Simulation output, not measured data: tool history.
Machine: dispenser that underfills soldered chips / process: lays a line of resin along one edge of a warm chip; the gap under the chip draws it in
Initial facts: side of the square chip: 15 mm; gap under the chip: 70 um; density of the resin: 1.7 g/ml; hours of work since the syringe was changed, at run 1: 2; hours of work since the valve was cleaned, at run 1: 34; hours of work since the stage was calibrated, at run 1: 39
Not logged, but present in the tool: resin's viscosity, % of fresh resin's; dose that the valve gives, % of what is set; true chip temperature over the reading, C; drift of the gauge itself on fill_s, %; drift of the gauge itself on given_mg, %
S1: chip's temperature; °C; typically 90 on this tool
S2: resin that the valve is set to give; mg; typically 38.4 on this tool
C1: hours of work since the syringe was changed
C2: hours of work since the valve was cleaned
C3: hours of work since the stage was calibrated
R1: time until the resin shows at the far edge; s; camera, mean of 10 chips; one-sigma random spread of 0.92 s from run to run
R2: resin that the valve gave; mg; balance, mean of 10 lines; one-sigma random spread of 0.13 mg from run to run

run 1 hour=0 | S1=90 S2=38.4 | C1=2 C2=34 C3=39 | R1=102.3 R2=37.29
run 2 hour=4.4 | S1=90 S2=38.4 | C1=5 C2=37 C3=42 | R1=130.3 R2=37.07
-- hour=6 new syringe of resin
run 3 hour=8.9 | S1=90 S2=38.4 | C1=2 C2=40 C3=45 | R1=105.4 R2=37.11
run 4 hour=12.2 | S1=90 S2=38.4 | C1=4 C2=42 C3=47 | R1=125.7 R2=37.08
-- hour=14.5 new syringe of resin
run 5 hour=17.1 | S1=90 S2=38.4 | C1=2 C2=45 C3=50 | R1=104.5 R2=36.99
run 6 hour=21.5 | S1=90 S2=38.4 | C1=5 C2=48 C3=53 | R1=130.2 R2=36.59
-- hour=23 new syringe of resin
run 7 hour=25.1 | S1=90 S2=38.4 | C1=1 C2=50 C3=55 | R1=101.2 R2=36.75
run 8 hour=28.6 | S1=90 S2=43.4 | C1=4 C2=52 C3=57 | R1=120.5 R2=41.69
-- hour=31.5 new syringe of resin
run 9 hour=33.1 | S1=90 S2=43.4 | C1=1 C2=55 C3=60 | R1=94.7 R2=41.5
run 10 hour=36.9 | S1=90 S2=43.4 | C1=3 C2=57 C3=62 | R1=118.5 R2=41.28
-- hour=40.1 new syringe of resin
run 11 hour=40.9 | S1=90 S2=43.4 | C1=0 C2=60 C3=65 | R1=89.2 R2=41.23
run 12 hour=46.4 | S1=90 S2=38.4 | C1=4 C2=63 C3=68 | R1=125.6 R2=36.56
-- hour=48.8 new syringe of resin
run 13 hour=50.7 | S1=90 S2=38.4 | C1=1 C2=66 C3=71 | R1=95.1 R2=36.18
run 14 hour=53.2 | S1=90 S2=38.4 | C1=3 C2=68 C3=73 | R1=109.5 R2=36
-- hour=57.8 new syringe of resin
run 15 hour=58.9 | S1=90 S2=38.4 | C1=1 C2=71 C3=76 | R1=93.3 R2=36.07
run 16 hour=64.1 | S1=90 S2=38.4 | C1=4 C2=75 C3=80 | R1=125.4 R2=36.08
-- hour=66.5 new syringe of resin
run 17 hour=68.9 | S1=90 S2=38.4 | C1=2 C2=78 C3=82 | R1=103.7 R2=36.02
run 18 hour=73.4 | S1=90 S2=38.4 | C1=5 C2=80 C3=85 | R1=129.1 R2=35.91
-- hour=75.2 new syringe of resin
-- hour=78.5 dispensing valve cleaned and set on the balance
run 19 hour=79.5 | S1=94 S2=37.5 | C1=2 C2=1 C3=89 | R1=87.4 R2=37.44
run 20 hour=83.4 | S1=97 S2=49.4 | C1=5 C2=3 C3=91 | R1=92.6 R2=49.08
-- hour=84.7 new syringe of resin
run 21 hour=86.6 | S1=95 S2=36.4 | C1=1 C2=5 C3=93 | R1=78.3 R2=36.34
run 22 hour=89.1 | S1=96 S2=38.4 | C1=3 C2=7 C3=95 | R1=84.1 R2=38.06
run 23 hour=92.6 | S1=96 S2=38.4 | C1=5 C2=9 C3=97 | R1=101.1 R2=38.31
-- hour=93.3 new syringe of resin
run 24 hour=98.2 | S1=92 S2=41.5 | C1=3 C2=12 C3=100 | R1=104.3 R2=40.9
run 25 hour=100.9 | S1=104 S2=47.4 | C1=5 C2=14 C3=102 | R1=71.6 R2=46.95
-- hour=101.9 new syringe of resin
run 26 hour=104.2 | S1=80 S2=47.5 | C1=1 C2=16 C3=104 | R1=144.9 R2=46.89
run 27 hour=107 | S1=83 S2=46.8 | C1=3 C2=18 C3=106 | R1=146.8 R2=46.28
-- hour=110.8 new syringe of resin
run 28 hour=112.7 | S1=83 S2=46.8 | C1=1 C2=22 C3=110 | R1=124.7 R2=45.83
run 29 hour=116.1 | S1=89 S2=48.4 | C1=3 C2=24 C3=112 | R1=115.6 R2=47.83
-- hour=119.5 new syringe of resin
run 30 hour=122 | S1=89 S2=48.4 | C1=2 C2=27 C3=115 | R1=100.3 R2=47.46
run 31 hour=127.5 | S1=86 S2=36.8 | C1=5 C2=31 C3=119 | R1=160.5 R2=35.84
-- hour=128.3 new syringe of resin
run 32 hour=132.1 | S1=99 S2=46.5 | C1=3 C2=34 C3=122 | R1=70.3 R2=45.27
run 33 hour=136.1 | S1=78 S2=40.4 | C1=5 C2=36 C3=124 | R1=227.4 R2=39.27
-- hour=137 new syringe of resin
run 34 hour=142.1 | S1=79 S2=48.2 | C1=3 C2=40 C3=128 | R1=178.7 R2=46.76
-- hour=145.9 new syringe of resin
run 35 hour=147.9 | S1=79 S2=48.2 | C1=1 C2=44 C3=132 | R1=153.9 R2=46.6

Consider 3 possible next runs. They are alternatives, not a sequence: every one starts from the tool as it was left by run 35. What does each give?
run A hour=152.4 | S1=75 S2=38.4 | C1=4 C2=47 C3=135 | R1=? R2=?
run B hour=152.4 | S1=90 S2=48.4 | C1=4 C2=47 C3=135 | R1=? R2=?
run C hour=152.4 | S1=84 S2=38.2 | C1=4 C2=47 C3=135 | R1=? R2=?

run=A R1=242.1 R2=36.89
run=B R1=118.1 R2=46.84
run=C R1=164.3 R2=36.89
Had the tool no hidden state, the same runs would have come out as:
run=A R1=170.3 R2=38.23
run=B R1=83.3 R2=48.54
run=C R1=115.3 R2=38.23

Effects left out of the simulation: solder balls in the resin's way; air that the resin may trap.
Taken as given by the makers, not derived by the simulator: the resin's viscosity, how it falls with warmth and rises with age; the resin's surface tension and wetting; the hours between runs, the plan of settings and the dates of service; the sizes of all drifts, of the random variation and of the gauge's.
